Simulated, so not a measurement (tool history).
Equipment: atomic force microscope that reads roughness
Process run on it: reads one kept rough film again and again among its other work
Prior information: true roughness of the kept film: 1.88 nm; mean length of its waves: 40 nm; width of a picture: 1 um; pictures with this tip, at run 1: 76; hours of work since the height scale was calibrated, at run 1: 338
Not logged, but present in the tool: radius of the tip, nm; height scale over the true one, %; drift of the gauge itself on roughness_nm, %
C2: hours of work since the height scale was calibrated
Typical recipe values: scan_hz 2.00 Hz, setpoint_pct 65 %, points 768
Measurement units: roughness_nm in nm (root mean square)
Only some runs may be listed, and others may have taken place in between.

Run 1, hour 0.0: usual settings; pictures with this tip 76; C2 338. Result: roughness_nm 1.577 nm (root mean square).
At hour 2.0: new tip fitted.
Run 2, hour 16.2: usual settings; pictures with this tip 14; C2 346. Result: roughness_nm 1.641 nm (root mean square).
Run 3, hour 28.9: usual settings but scan_hz 1.13 Hz; pictures with this tip 27; C2 353. Result: roughness_nm 1.689 nm (root mean square).
Run 4, hour 40.1: usual settings but scan_hz 1.13 Hz; pictures with this tip 38; C2 359. Result: roughness_nm 1.678 nm (root mean square).
Run 5, hour 50.7: usual settings but scan_hz 1.13 Hz; pictures with this tip 48; C2 365. Result: roughness_nm 1.666 nm (root mean square).
Run 6, hour 64.9: usual settings; pictures with this tip 62; C2 372. Result: roughness_nm 1.592 nm (root mean square).
At hour 81.7: new tip fitted.
Run 7, hour 83.7: usual settings but points 471; pictures with this tip 2; C2 382. Result: roughness_nm 1.644 nm (root mean square).
Run 8, hour 101.3: usual settings but points 471; pictures with this tip 19; C2 392. Result: roughness_nm 1.615 nm (root mean square).
Run 9, hour 119.7: usual settings but points 471; pictures with this tip 37; C2 402. Result: roughness_nm 1.613 nm (root mean square).
Run 10, hour 128.5: usual settings but points 471; pictures with this tip 46; C2 406. Result: roughness_nm 1.602 nm (root mean square).
Run 11, hour 145.7: usual settings but points 471; pictures with this tip 63; C2 416. Result: roughness_nm 1.584 nm (root mean square).
At hour 160.7: new tip fitted.
Run 12, hour 162.9: usual settings but points 471; pictures with this tip 2; C2 424. Result: roughness_nm 1.644 nm (root mean square).
Run 13, hour 182.0: usual settings but points 471; pictures with this tip 21; C2 435. Result: roughness_nm 1.623 nm (root mean square).
Run 14, hour 195.1: usual settings but points 471; pictures with this tip 34; C2 442. Result: roughness_nm 1.619 nm (root mean square).
Run 15, hour 213.0: usual settings but points 573; pictures with this tip 52; C2 451. Result: roughness_nm 1.601 nm (root mean square).
Run 16, hour 226.8: usual settings but scan_hz 0.53 Hz; pictures with this tip 65; C2 459. Result: roughness_nm 1.707 nm (root mean square).
At hour 239.4: new tip fitted.
Run 17, hour 241.9: usual settings but scan_hz 0.53 Hz; pictures with this tip 3; C2 467. Result: roughness_nm 1.759 nm (root mean square).
Run 18, hour 250.3: usual settings; pictures with this tip 11; C2 471. Result: roughness_nm 1.626 nm (root mean square).
Run 19, hour 265.0: usual settings but scan_hz 1.74 Hz; pictures with this tip 25; C2 479. Result: roughness_nm 1.642 nm (root mean square).
Run 20, hour 277.9: usual settings but scan_hz 1.74 Hz; pictures with this tip 38; C2 486. Result: roughness_nm 1.622 nm (root mean square).
Run 21, hour 294.7: usual settings; pictures with this tip 55; C2 495. Result: roughness_nm 1.584 nm (root mean square).
Run 22, hour 302.8: usual settings; pictures with this tip 63; C2 499. Result: roughness_nm 1.580 nm (root mean square).
Run 23, hour 314.7: usual settings; pictures with this tip 74; C2 506. Result: roughness_nm 1.577 nm (root mean square).
At hour 318.4: new tip fitted.
Run 24, hour 326.2: usual settings but points 280; pictures with this tip 8; C2 512. Result: roughness_nm 1.631 nm (root mean square).
Run 25, hour 344.5: usual settings but setpoint_pct 72 %; pictures with this tip 26; C2 521. Result: roughness_nm 1.549 nm (root mean square).
Run 26, hour 358.0: usual settings but setpoint_pct 72 %; pictures with this tip 39; C2 529. Result: roughness_nm 1.543 nm (root mean square).
Run 27, hour 375.4: usual settings but points 315; pictures with this tip 57; C2 538. Result: roughness_nm 1.574 nm (root mean square).
Run 28, hour 394.7: usual settings but scan_hz 1.13 Hz, points 870; pictures with this tip 76; C2 548. Result: roughness_nm 1.642 nm (root mean square).
At hour 396.4: new tip fitted.
Run 29, hour 408.4: usual settings but scan_hz 0.54 Hz, setpoint_pct 63 %, points 366; pictures with this tip 12; C2 555. Result: roughness_nm 1.754 nm (root mean square).
Run 30, hour 421.8: usual settings but scan_hz 0.54 Hz, setpoint_pct 63 %, points 366; pictures with this tip 25; C2 563. Result: roughness_nm 1.745 nm (root mean square).
Run 31, hour 430.3: usual settings but scan_hz 0.54 Hz, setpoint_pct 63 %, points 366; pictures with this tip 33; C2 567. Result: roughness_nm 1.736 nm (root mean square).
Run 32, hour 449.0: usual settings but scan_hz 0.54 Hz, setpoint_pct 56 %, points 469; pictures with this tip 52; C2 577. Result: roughness_nm 1.725 nm (root mean square).
Run 33, hour 464.7: usual settings but scan_hz 0.84 Hz, setpoint_pct 56 %, points 407; pictures with this tip 67; C2 586. Result: roughness_nm 1.685 nm (root mean square).
At hour 475.1: new tip fitted.
Run 34, hour 475.5: usual settings but scan_hz 1.61 Hz, setpoint_pct 60 %, points 332; pictures with this tip 0; C2 591. Result: roughness_nm 1.693 nm (root mean square).
Run 35, hour 486.6: usual settings but setpoint_pct 72 %, points 538; pictures with this tip 11; C2 597. Result: roughness_nm 1.567 nm (root mean square).
Run 36, hour 496.3: usual settings but scan_hz 1.52 Hz, setpoint_pct 64 %, points 277; pictures with this tip 21; C2 602. Result: roughness_nm 1.657 nm (root mean square).
Run 37, hour 506.3: usual settings but points 902; pictures with this tip 30; C2 608. Result: roughness_nm 1.623 nm (root mean square).
Run 38, hour 516.5: usual settings but scan_hz 1.35 Hz, setpoint_pct 72 %, points 324; pictures with this tip 40; C2 613. Result: roughness_nm 1.599 nm (root mean square).
Run 39, hour 529.0: usual settings but scan_hz 2.18 Hz, setpoint_pct 59 %, points 641; pictures with this tip 53; C2 620. Result: roughness_nm 1.630 nm (root mean square).

Forecast run 40:
Run 40, hour 543.0: usual settings but scan_hz 0.71 Hz, setpoint_pct 82 %; pictures with this tip 66; C2 627. Result: roughness_nm ?.

Run 40 measured roughness_nm 1.593 nm (root mean square).
On a tool with no hidden condition, and with the same random variation, this run would have come out at roughness_nm 1.663 nm (root mean square).
